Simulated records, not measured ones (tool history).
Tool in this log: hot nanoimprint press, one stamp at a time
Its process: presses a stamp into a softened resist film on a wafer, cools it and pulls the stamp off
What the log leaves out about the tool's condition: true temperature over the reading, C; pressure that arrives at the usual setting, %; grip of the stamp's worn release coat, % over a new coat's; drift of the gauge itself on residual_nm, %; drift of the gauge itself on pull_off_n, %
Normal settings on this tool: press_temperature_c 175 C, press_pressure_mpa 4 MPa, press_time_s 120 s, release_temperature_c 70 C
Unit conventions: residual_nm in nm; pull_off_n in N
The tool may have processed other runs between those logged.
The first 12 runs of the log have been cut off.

run	hour	press_temperature_c	press_pressure_mpa	press_time_s	release_temperature_c	hours of work since the thermocouple was calibrated	imprints on the stamp's release coat	hours of work since the press's seals were changed	residual_nm	pull_off_n
13	122.9	175	4	196	70	300	258	156	132	233
14	129.8	175	4	196	70	304	277	160	131.8	221
15	137.4	175	4	120	70	308	297	164	161.5	238
16	152.3	175	4	120	70	317	338	172	161.1	222
17	164.4	175	4	120	70	323	371	179	160.4	235
18	173.5	173	6.31	150	70	328	396	184	127.7	235
19	181.9	173	6.31	150	70	333	419	188	125.5	235
20	190.2	175	6.31	102	70	337	442	193	139.4	229
21	201.7	185	3.78	207	72	344	473	199	96.9	220
22	212.2	175	3.85	120	70	350	502	205	163.5	244
23	226.5	172	4.3	84	69	357	541	213	196.1	245
24	237	172	4.3	84	69	363	570	219	197.9	236
25	252	168	4	120	74	371	611	227	203.5	220
26	265.1	168	4	136	74	379	647	234	193.2	230
27	278.6	174	4	136	74	386	684	241	159.3	217
28	286.4	174	4	136	74	390	705	246	158	236
29	295.7	175	4	120	61	396	731	251	162	273
30	303.1	175	4	160	77	400	751	255	144.4	212
# hour 306.9: plate thermocouple calibrated
31	315.6	175	4	160	77	5	777	260	141.5	208

3 ways to go on from here, each from the tool as it stands after run 31. What would each give?
A	322.2	172	4	180	70	8	795	264	?	?
B	322.2	175	4	65	70	8	795	264	?	?
C	322.2	175	4	221	61	8	795	264	?	?

run	residual_nm	pull_off_n
A	149.5	238
B	202	244
C	123.3	279
Take away the tool's hidden state, keep each run's random variation, and the runs would have read:
run	residual_nm	pull_off_n
A	148.1	218
B	200.4	224
C	122.1	256
